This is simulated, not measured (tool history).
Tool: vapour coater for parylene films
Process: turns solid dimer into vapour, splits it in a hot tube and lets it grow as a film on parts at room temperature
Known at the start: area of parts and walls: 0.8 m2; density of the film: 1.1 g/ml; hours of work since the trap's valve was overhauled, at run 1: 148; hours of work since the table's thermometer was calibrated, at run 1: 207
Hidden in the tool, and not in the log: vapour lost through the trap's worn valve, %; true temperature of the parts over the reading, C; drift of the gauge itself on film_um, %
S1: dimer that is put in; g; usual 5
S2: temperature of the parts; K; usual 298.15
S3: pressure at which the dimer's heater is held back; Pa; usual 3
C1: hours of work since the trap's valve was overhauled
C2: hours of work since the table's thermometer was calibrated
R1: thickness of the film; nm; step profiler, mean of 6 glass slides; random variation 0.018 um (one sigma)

| run | hour | S1 | S2 | S3 | C1 | C2 | R1 |
|---|---|---|---|---|---|---|---|
| 1 | 0 | 5 | 298.15 | 3 | 148 | 207 | 2740 |
| 2 | 11.6 | 5 | 298.15 | 3 | 155 | 214 | 2750 |
| 3 | 21.6 | 5 | 298.15 | 3 | 161 | 220 | 2710 |
| 4 | 28.9 | 5 | 298.15 | 3 | 165 | 224 | 2720 |
| 5 | 36.6 | 5 | 298.15 | 3 | 170 | 229 | 2720 |
| 6 | 51.2 | 5 | 298.15 | 3 | 179 | 237 | 2710 |
| 7 | 64.4 | 2 | 298.15 | 3 | 186 | 245 | 1080 |
| 8 | 79.4 | 2 | 298.15 | 3 | 195 | 254 | 1070 |
| 9 | 91.3 | 2 | 298.15 | 3 | 202 | 261 | 1090 |
| 10 | 105.8 | 2 | 298.15 | 3 | 211 | 270 | 1070 |
| 11 | 119.4 | 5 | 298.15 | 3 | 219 | 278 | 2670 |
| 12 | 136.1 | 5 | 298.15 | 11.77 | 229 | 288 | 2300 |
| 13 | 143.2 | 5 | 293.15 | 11.62 | 233 | 292 | 2900 |
| 14 | 151.5 | 5 | 293.15 | 11.62 | 238 | 297 | 2880 |
| 15 | 160.1 | 3 | 295.15 | 8.29 | 243 | 302 | 1660 |

Run 16 comes next. What will it give?
| 16 | 176.2 | 3 | 295.15 | 8.29 | 253 | 312 | ? |

R1: 1650 nm
Without the tool's hidden state the same run would have given R1 1760 nm.
